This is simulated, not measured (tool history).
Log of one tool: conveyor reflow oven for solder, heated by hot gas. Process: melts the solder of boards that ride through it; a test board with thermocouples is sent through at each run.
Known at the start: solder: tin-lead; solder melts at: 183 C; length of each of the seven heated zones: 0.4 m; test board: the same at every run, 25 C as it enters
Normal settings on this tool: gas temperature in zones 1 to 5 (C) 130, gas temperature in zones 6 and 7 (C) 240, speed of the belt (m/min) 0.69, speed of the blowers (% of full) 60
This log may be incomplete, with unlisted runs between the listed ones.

run    hour  gas temperature in zones 1 to 5 (C)  gas temperature in zones 6 and 7 (C)  speed of the belt (m/min)  speed of the blowers (% of full)  highest temperature of the board (C)  time above the solder's melting point (s)
  1       0                                  130                                   240                       0.69                                60                                 220.6                                       52.2
       64.9  -- flux residue cleaned out of gas plates and filters
  2    93.2                                  130                                   240                       0.69                                60                                 221.6                                       52.9
  3   151.9                                  130                                   240                       0.69                                60                                 221.9                                       52.6
  4   219.9                                  130                                   240                       0.69                                84                                 225.7                                       55.6
      287.9  -- thermocouples of zones 6 and 7 changed
  5   287.9                                  130                                   240                      0.602                                84                                 230.1                                         67
      338.1  -- flux residue cleaned out of gas plates and filters
  6   391.6                                  130                                   240                       0.69                                60                                 222.4                                       53.5
  7   479.4                                  130                                   240                       0.69                                60                                 222.1                                       53.2
  8   530.4                                  130                                   240                       0.69                                60                                 221.4                                       53.2
  9   597.1                                  130                                   240                       0.69                                60                                 221.3                                         53
      611.3  -- flux residue cleaned out of gas plates and filters
 10   650.2                                  130                                   240                      0.636                                60                                 224.8                                         60
 11   719.4                                  130                                   240                      0.636                                60                                 224.4                                       59.8
 12   815.7                                  130                                   240                      0.636                                60                                 224.4                                       59.5
      880.5  -- flux residue cleaned out of gas plates and filters
 13   911.6                                  130                                   240                      0.753                                60                                 218.9                                       46.7
 14   992.1                                  130                                   240                      0.753                                60                                 218.5                                       46.4
 15  1048.7                                  130                                   240                       0.69                                60                                 221.4                                       53.1
     1106.3  -- belt drive overhauled, speed set with a stopwatch
     1150.2  -- flux residue cleaned out of gas plates and filters
 16  1150.6                                  128                                   240                      0.669                                53                                 220.9                                       54.2
 17  1213.2                                  137                                   231                      0.625                                86                                   221                                       62.9
     1261.8  -- thermocouples of zones 6 and 7 changed
 18  1280.8                                  134                                   248                       0.56                                73                                 238.8                                       78.5
 19  1337.2                                  142                                   248                       0.74                                89                                 234.2                                       59.7

Estimate the outcome of run 20 from the log above:
 20  1411.5                                  142                                   248                       0.74                                89                                     ?                                          ?

{"run 20": {"highest temperature of the board (C)": 233.6, "time above the solder's melting point (s)": 59.4}}
Without the tool's hidden state the same run would have given highest temperature of the board (C) 234.5, time above the solder's melting point (s) 58.9.
